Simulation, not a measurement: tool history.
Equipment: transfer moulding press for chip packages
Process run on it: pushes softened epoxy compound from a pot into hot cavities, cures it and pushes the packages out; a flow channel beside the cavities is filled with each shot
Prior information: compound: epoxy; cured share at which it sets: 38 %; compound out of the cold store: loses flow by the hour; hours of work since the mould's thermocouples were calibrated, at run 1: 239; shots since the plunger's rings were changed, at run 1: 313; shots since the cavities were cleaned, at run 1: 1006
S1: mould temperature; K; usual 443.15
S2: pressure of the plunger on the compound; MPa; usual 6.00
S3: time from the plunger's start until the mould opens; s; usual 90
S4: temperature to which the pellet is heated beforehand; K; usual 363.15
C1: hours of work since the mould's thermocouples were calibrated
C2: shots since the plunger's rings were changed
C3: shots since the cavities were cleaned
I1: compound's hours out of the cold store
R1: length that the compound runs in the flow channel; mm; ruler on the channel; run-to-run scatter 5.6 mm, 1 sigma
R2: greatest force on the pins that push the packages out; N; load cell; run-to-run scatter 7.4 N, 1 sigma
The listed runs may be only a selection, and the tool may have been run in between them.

run 1 hour=0.0 | S1=443.15 S2=6.00 S3=90 S4=363.15 | C1=239 C2=313 C3=1006 | I1=22.5 | R1=661 R2=615
run 2 hour=13.3 | S1=443.15 S2=6.00 S3=90 S4=369.15 | C1=245 C2=426 C3=1119 | I1=10.4 | R1=678 R2=628
-- hour=19.5 cavities cleaned with cleaning compound and waxed
run 3 hour=29.9 | S1=443.15 S2=6.00 S3=90 S4=354.15 | C1=251 C2=556 C3=89 | I1=37.8 | R1=621 R2=666
run 4 hour=39.8 | S1=443.15 S2=6.00 S3=90 S4=354.15 | C1=255 C2=641 C3=174 | I1=26.1 | R1=660 R2=709
-- hour=50.3 cavities cleaned with cleaning compound and waxed, once more
run 5 hour=55.0 | S1=443.15 S2=6.00 S3=90 S4=354.15 | C1=261 C2=759 C3=41 | I1=38.0 | R1=618 R2=332
run 6 hour=66.0 | S1=443.15 S2=6.00 S3=90 S4=354.15 | C1=266 C2=853 C3=135 | I1=19.8 | R1=654 R2=381
run 7 hour=75.0 | S1=443.15 S2=6.00 S3=90 S4=354.15 | C1=269 C2=930 C3=212 | I1=41.8 | R1=620 R2=412
run 8 hour=86.3 | S1=443.15 S2=6.00 S3=90 S4=363.15 | C1=274 C2=1027 C3=309 | I1=44.0 | R1=603 R2=430
run 9 hour=96.5 | S1=443.15 S2=6.00 S3=90 S4=363.15 | C1=278 C2=1114 C3=396 | I1=28.2 | R1=633 R2=474
run 10 hour=111.7 | S1=443.15 S2=6.79 S3=90 S4=363.15 | C1=285 C2=1245 C3=527 | I1=24.7 | R1=683 R2=491
run 11 hour=123.9 | S1=443.15 S2=6.00 S3=90 S4=363.15 | C1=290 C2=1350 C3=632 | I1=11.9 | R1=675 R2=542
run 12 hour=140.4 | S1=443.15 S2=6.00 S3=90 S4=363.15 | C1=297 C2=1491 C3=773 | I1=33.4 | R1=629 R2=535
run 13 hour=156.5 | S1=443.15 S2=6.00 S3=90 S4=368.15 | C1=303 C2=1629 C3=911 | I1=46.1 | R1=605 R2=566
run 14 hour=170.5 | S1=443.15 S2=6.00 S3=86 S4=363.15 | C1=309 C2=1749 C3=1031 | I1=25.8 | R1=624 R2=649
run 15 hour=181.2 | S1=443.15 S2=5.86 S3=86 S4=363.15 | C1=314 C2=1841 C3=1123 | I1=35.6 | R1=605 R2=642
-- hour=186.3 cavities cleaned with cleaning compound and waxed
run 16 hour=199.0 | S1=443.15 S2=6.00 S3=90 S4=362.15 | C1=321 C2=1980 C3=108 | I1=16.6 | R1=649 R2=353
run 17 hour=214.0 | S1=443.15 S2=6.00 S3=90 S4=362.15 | C1=327 C2=2109 C3=237 | I1=24.2 | R1=641 R2=423
run 18 hour=233.0 | S1=443.15 S2=6.00 S3=91 S4=363.15 | C1=335 C2=2272 C3=400 | I1=39.1 | R1=609 R2=464
run 19 hour=244.6 | S1=438.15 S2=6.82 S3=82 S4=365.15 | C1=340 C2=2372 C3=500 | I1=26.6 | R1=684 R2=837
run 20 hour=255.0 | S1=438.15 S2=6.82 S3=82 S4=365.15 | C1=344 C2=2461 C3=589 | I1=42.3 | R1=656 R2=846
run 21 hour=263.9 | S1=445.15 S2=7.18 S3=90 S4=363.15 | C1=348 C2=2538 C3=666 | I1=34.0 | R1=647 R2=500
run 22 hour=277.0 | S1=439.15 S2=6.48 S3=90 S4=353.15 | C1=353 C2=2650 C3=778 | I1=18.9 | R1=672 R2=733
run 23 hour=295.2 | S1=437.15 S2=6.00 S3=90 S4=363.15 | C1=361 C2=2806 C3=934 | I1=37.1 | R1=618 R2=838
run 24 hour=304.4 | S1=443.15 S2=6.00 S3=90 S4=366.15 | C1=365 C2=2885 C3=1013 | I1=43.8 | R1=586 R2=554
run 25 hour=315.0 | S1=443.15 S2=6.00 S3=80 S4=356.15 | C1=369 C2=2976 C3=1104 | I1=19.9 | R1=627 R2=734
-- hour=322.0 cavities cleaned with cleaning compound and waxed
run 26 hour=329.9 | S1=443.15 S2=7.46 S3=90 S4=363.15 | C1=375 C2=3090 C3=68 | I1=36.2 | R1=667 R2=331
-- hour=342.9 mould's thermocouples calibrated
run 27 hour=343.1 | S1=443.15 S2=7.46 S3=90 S4=363.15 | C1=0 C2=3187 C3=165 | I1=34.2 | R1=658 R2=388
run 28 hour=355.8 | S1=443.15 S2=7.46 S3=90 S4=363.15 | C1=5 C2=3295 C3=273 | I1=31.8 | R1=669 R2=449

Alternative continuations, all from the tool just after run 28; predict every row:
run A hour=372.6 | S1=443.15 S2=6.00 S3=90 S4=357.15 | C1=12 C2=3439 C3=417 | I1=20.2 | R1=? R2=?
run B hour=372.6 | S1=437.15 S2=6.00 S3=111 S4=363.15 | C1=12 C2=3439 C3=417 | I1=27.0 | R1=? R2=?
run C hour=372.6 | S1=444.15 S2=6.00 S3=103 S4=371.15 | C1=12 C2=3439 C3=417 | I1=15.9 | R1=? R2=?

run=A R1=625 R2=478
run=B R1=631 R2=504
run=C R1=621 R2=402
Without the tool's hidden state the same runs would have given:
run=A R1=669 R2=312
run=B R1=675 R2=329
run=C R1=665 R2=261
